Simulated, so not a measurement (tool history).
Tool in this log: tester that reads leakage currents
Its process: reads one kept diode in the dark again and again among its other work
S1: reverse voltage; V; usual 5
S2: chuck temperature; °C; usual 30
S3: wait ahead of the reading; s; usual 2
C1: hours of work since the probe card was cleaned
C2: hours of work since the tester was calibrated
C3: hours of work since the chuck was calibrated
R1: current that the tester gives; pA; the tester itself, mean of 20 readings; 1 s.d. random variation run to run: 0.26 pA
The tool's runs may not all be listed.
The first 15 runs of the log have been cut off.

{"run": 16, "hour": 2982.5, "S1": 5, "S2": 30, "S3": 2, "C1": 1448, "C2": 3090, "C3": 2033, "R1": 86.05}
{"run": 17, "hour": 3217.9, "S1": 5, "S2": 30, "S3": 2, "C1": 1608, "C2": 3251, "C3": 2194, "R1": 85.25}
{"hour": 3260.9, "done": "probe card cleaned and baked"}
{"hour": 3262.9, "done": "chuck's temperature calibrated"}
{"hour": 3421.6, "done": "tester calibrated"}
{"run": 18, "hour": 3473.0, "S1": 5, "S2": 30, "S3": 2.56, "C1": 142, "C2": 35, "C3": 142, "R1": 84.99}
{"run": 19, "hour": 3642.0, "S1": 12.05, "S2": 30, "S3": 1.7, "C1": 257, "C2": 150, "C3": 257, "R1": 140.14}
{"run": 20, "hour": 3900.4, "S1": 3.06, "S2": 33, "S3": 1.19, "C1": 434, "C2": 327, "C3": 434, "R1": 84.24}
{"run": 21, "hour": 4046.6, "S1": 2.17, "S2": 57, "S3": 4.52, "C1": 533, "C2": 427, "C3": 533, "R1": 453.33}
{"run": 22, "hour": 4267.0, "S1": 3.68, "S2": 37, "S3": 0.55, "C1": 684, "C2": 577, "C3": 684, "R1": 130.61}
{"run": 23, "hour": 4469.3, "S1": 2.42, "S2": 37, "S3": 4.08, "C1": 822, "C2": 715, "C3": 822, "R1": 102.08}
{"run": 24, "hour": 4714.4, "S1": 1.26, "S2": 49, "S3": 2, "C1": 989, "C2": 882, "C3": 989, "R1": 185.22}
{"run": 25, "hour": 4864.5, "S1": 1.21, "S2": 39, "S3": 5.06, "C1": 1092, "C2": 985, "C3": 1092, "R1": 82.01}
{"run": 26, "hour": 5053.3, "S1": 3.84, "S2": 39, "S3": 5.06, "C1": 1220, "C2": 1114, "C3": 1220, "R1": 156.28}
{"run": 27, "hour": 5210.9, "S1": 14.25, "S2": 46, "S3": 2, "C1": 1328, "C2": 1221, "C3": 1328, "R1": 563.78}
{"run": 28, "hour": 5426.1, "S1": 4.17, "S2": 40, "S3": 2.46, "C1": 1475, "C2": 1368, "C3": 1475, "R1": 176.66}
{"run": 29, "hour": 5562.5, "S1": 4.19, "S2": 24, "S3": 0.47, "C1": 1568, "C2": 1461, "C3": 1568, "R1": 47.56}
{"hour": 5656.9, "done": "probe card cleaned and baked"}
{"run": 30, "hour": 5754.3, "S1": 4.19, "S2": 24, "S3": 0.47, "C1": 67, "C2": 1590, "C3": 1697, "R1": 46.93}
{"run": 31, "hour": 6023.5, "S1": 8.25, "S2": 54, "S3": 0.4, "C1": 250, "C2": 1774, "C3": 1881, "R1": 761.89}
{"run": 32, "hour": 6196.5, "S1": 8.25, "S2": 54, "S3": 0.4, "C1": 368, "C2": 1892, "C3": 1999, "R1": 771.89}
{"run": 33, "hour": 6431.8, "S1": 5, "S2": 33, "S3": 0.66, "C1": 529, "C2": 2052, "C3": 2159, "R1": 111.72}
{"hour": 6524.2, "done": "chuck's temperature calibrated"}
{"run": 34, "hour": 6686.2, "S1": 5, "S2": 33, "S3": 0.66, "C1": 701, "C2": 2224, "C3": 111, "R1": 110.87}
{"run": 35, "hour": 6864.0, "S1": 5, "S2": 33, "S3": 0.66, "C1": 822, "C2": 2346, "C3": 232, "R1": 110.25}

Alternative continuations, all from the tool just after run 35; predict every row:
{"run": "A", "hour": 6992.4, "S1": 2.78, "S2": 48, "S3": 2, "C1": 910, "C2": 2433, "C3": 320, "R1": "?"}
{"run": "B", "hour": 6992.4, "S1": 1.17, "S2": 33, "S3": 0.66, "C1": 910, "C2": 2433, "C3": 320, "R1": "?"}
{"run": "C", "hour": 6992.4, "S1": 5, "S2": 31, "S3": 0.88, "C1": 910, "C2": 2433, "C3": 320, "R1": "?"}
{"run": "D", "hour": 6992.4, "S1": 4.52, "S2": 20, "S3": 10, "C1": 910, "C2": 2433, "C3": 320, "R1": "?"}
{"run": "E", "hour": 6992.4, "S1": 2.92, "S2": 27, "S3": 2, "C1": 910, "C2": 2433, "C3": 320, "R1": "?"}

run=A R1=265.43
run=B R1=49.61
run=C R1=94.35
run=D R1=33.08
run=E R1=49.25
Take away the tool's hidden state, keep each run's random variation, and the runs would have read:
run=A R1=265.5
run=B R1=49.61
run=C R1=94.31
run=D R1=33.03
run=E R1=49.23
